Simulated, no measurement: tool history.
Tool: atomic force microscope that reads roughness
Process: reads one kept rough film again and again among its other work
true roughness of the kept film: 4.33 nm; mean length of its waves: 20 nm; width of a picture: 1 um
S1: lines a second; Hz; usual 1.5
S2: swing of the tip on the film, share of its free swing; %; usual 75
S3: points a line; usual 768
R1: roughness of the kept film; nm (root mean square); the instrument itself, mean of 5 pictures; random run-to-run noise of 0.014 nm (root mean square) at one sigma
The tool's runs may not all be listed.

| run | hour | S1 | S2 | S3 | R1 |
|---|---|---|---|---|---|
| 1 | 0 | 1.5 | 75 | 768 | 2.535 |
| 2 | 16 | 1.5 | 75 | 768 | 2.426 |
|  | 27 | new tip fitted |
| 3 | 35.4 | 1.5 | 75 | 768 | 3.096 |
| 4 | 61.8 | 1.5 | 60 | 768 | 2.937 |
| 5 | 91.1 | 1.5 | 72 | 768 | 2.528 |
| 6 | 117.2 | 1.5 | 75 | 768 | 2.335 |
|  | 120.6 | height scale calibrated on a step standard |
|  | 124.1 | new tip fitted |
| 7 | 145.9 | 2.54 | 75 | 768 | 2.751 |
| 8 | 177.3 | 2.54 | 75 | 768 | 2.456 |
| 9 | 198.7 | 2.54 | 75 | 768 | 2.276 |
|  | 219 | new tip fitted |
| 10 | 219.4 | 2.67 | 63 | 290 | 3.175 |
| 11 | 240.1 | 2.96 | 75 | 271 | 2.645 |
|  | 270.8 | height scale calibrated on a step standard, once more |
| 12 | 275.4 | 0.88 | 83 | 387 | 2.596 |
| 13 | 293.3 | 0.58 | 83 | 681 | 2.526 |

5 ways to go on from here, each from the tool as it stands after run 13. What would each give?
|  | 314.1 | new tip fitted |
| A | 325.6 | 0.58 | 83 | 330 | ? |
|  | 314.1 | new tip fitted |
| B | 325.6 | 2.09 | 72 | 681 | ? |
|  | 314.1 | new tip fitted |
| C | 325.6 | 0.58 | 79 | 644 | ? |
|  | 314.1 | new tip fitted |
| D | 325.6 | 3.02 | 75 | 556 | ? |
|  | 314.1 | new tip fitted |
| E | 325.6 | 0.58 | 56 | 319 | ? |

| run | R1 |
|---|---|
| A | 3.125 |
| B | 2.99 |
| C | 3.224 |
| D | 2.804 |
| E | 3.248 |
The same runs, with their run-to-run variation unchanged, on a tool lacking any hidden condition would have given:
| run | R1 |
|---|---|
| A | 3.305 |
| B | 3.163 |
| C | 3.41 |
| D | 2.967 |
| E | 3.436 |

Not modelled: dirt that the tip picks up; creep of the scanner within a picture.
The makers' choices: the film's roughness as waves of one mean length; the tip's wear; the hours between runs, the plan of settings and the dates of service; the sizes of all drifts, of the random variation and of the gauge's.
